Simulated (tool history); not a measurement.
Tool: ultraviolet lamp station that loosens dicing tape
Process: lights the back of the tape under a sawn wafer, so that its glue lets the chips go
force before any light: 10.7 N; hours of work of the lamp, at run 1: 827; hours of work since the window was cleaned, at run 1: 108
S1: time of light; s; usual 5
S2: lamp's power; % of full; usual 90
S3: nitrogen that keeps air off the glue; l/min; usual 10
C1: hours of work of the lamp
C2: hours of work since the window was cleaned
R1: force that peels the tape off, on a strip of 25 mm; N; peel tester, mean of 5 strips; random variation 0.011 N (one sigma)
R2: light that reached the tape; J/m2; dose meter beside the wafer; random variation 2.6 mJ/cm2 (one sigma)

run,day,S1,S2,S3,C1,C2,R1,R2
1,0.000,5,90,10,827,108,0.702,2920
2,1.042,5,90,10,839,119,0.726,2890
3,2.233,5,90,10,852,132,0.732,2930
4,3.300,5,90,8,864,144,0.928,2830
5,5.304,5,90,8,886,166,0.912,2860
# day 5.504: window cleaned of glue's vapour
6,6.704,5,90,8,901,13,1.001,2770
7,8.562,5,90,5,921,34,1.528,2770
8,9.558,2,84,4,932,45,5.499,1070
9,11.358,2,84,4,952,64,5.675,1050
10,12.879,5,98,11,969,81,0.634,3000
11,15.262,5,98,11,995,107,0.641,2920
12,16.412,5,71,7,1008,120,1.890,2150

Forecast run 13:
# day 17.346: window cleaned of glue's vapour, once more
13,18.771,5,71,7,1033,16,?,?

{"run 13": {"R1": 1.638, "R2": 2280}}
Without the tool's hidden state the same run would have given R1 1.236 N, R2 2630 J/m2.
